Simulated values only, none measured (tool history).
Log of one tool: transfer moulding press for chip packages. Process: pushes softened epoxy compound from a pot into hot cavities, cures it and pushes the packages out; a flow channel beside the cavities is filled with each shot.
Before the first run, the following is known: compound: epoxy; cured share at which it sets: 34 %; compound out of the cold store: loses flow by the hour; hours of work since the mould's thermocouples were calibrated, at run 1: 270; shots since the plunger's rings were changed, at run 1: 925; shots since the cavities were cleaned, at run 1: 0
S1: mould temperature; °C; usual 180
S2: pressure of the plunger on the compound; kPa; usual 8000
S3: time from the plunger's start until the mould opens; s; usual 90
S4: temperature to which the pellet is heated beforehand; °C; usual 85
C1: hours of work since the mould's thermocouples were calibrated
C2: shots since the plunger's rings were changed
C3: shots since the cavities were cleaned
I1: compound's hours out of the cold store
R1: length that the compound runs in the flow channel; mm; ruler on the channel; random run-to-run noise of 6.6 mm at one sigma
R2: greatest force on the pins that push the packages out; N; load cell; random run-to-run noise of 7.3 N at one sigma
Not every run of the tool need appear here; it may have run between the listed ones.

| run | hour | S1 | S2 | S3 | S4 | C1 | C2 | C3 | I1 | R1 | R2 |
|---|---|---|---|---|---|---|---|---|---|---|---|
| 1 | 0 | 180 | 8000 | 90 | 85 | 270 | 925 | 0 | 38.2 | 872 | 304 |
| 2 | 28.3 | 180 | 8000 | 90 | 85 | 283 | 1158 | 233 | 19.7 | 922 | 493 |
| 3 | 61.6 | 180 | 8000 | 90 | 85 | 299 | 1433 | 508 | 10.5 | 952 | 625 |
| 4 | 84.5 | 180 | 8000 | 90 | 85 | 309 | 1623 | 698 | 26.2 | 912 | 619 |
|  | 103.5 | cavities cleaned with cleaning compound and waxed |
| 5 | 126.6 | 180 | 8000 | 90 | 85 | 328 | 1957 | 190 | 24.9 | 892 | 744 |
| 6 | 156.3 | 180 | 8000 | 90 | 85 | 342 | 2203 | 436 | 47.4 | 840 | 721 |
| 7 | 185.5 | 180 | 8000 | 90 | 85 | 355 | 2443 | 676 | 43.8 | 848 | 693 |
|  | 209 | cavities cleaned with cleaning compound and waxed |
| 8 | 220.3 | 180 | 8000 | 90 | 85 | 370 | 2718 | 93 | 47.2 | 824 | 377 |
|  | 225.2 | plunger's sealing rings changed |
| 9 | 247.1 | 180 | 8000 | 90 | 85 | 382 | 181 | 294 | 10.7 | 972 | 525 |
| 10 | 270 | 180 | 8000 | 90 | 85 | 392 | 369 | 482 | 36.1 | 892 | 586 |

The next listed run, before its measurement:
| 11 | 307.3 | 179 | 9120 | 128 | 93 | 409 | 677 | 790 | 35.3 | ? | ? |

{"run 11": {"R1": 963, "R2": 531}}
Had the tool carried no hidden state, the very same run would have given R1 977 mm, R2 252 N.

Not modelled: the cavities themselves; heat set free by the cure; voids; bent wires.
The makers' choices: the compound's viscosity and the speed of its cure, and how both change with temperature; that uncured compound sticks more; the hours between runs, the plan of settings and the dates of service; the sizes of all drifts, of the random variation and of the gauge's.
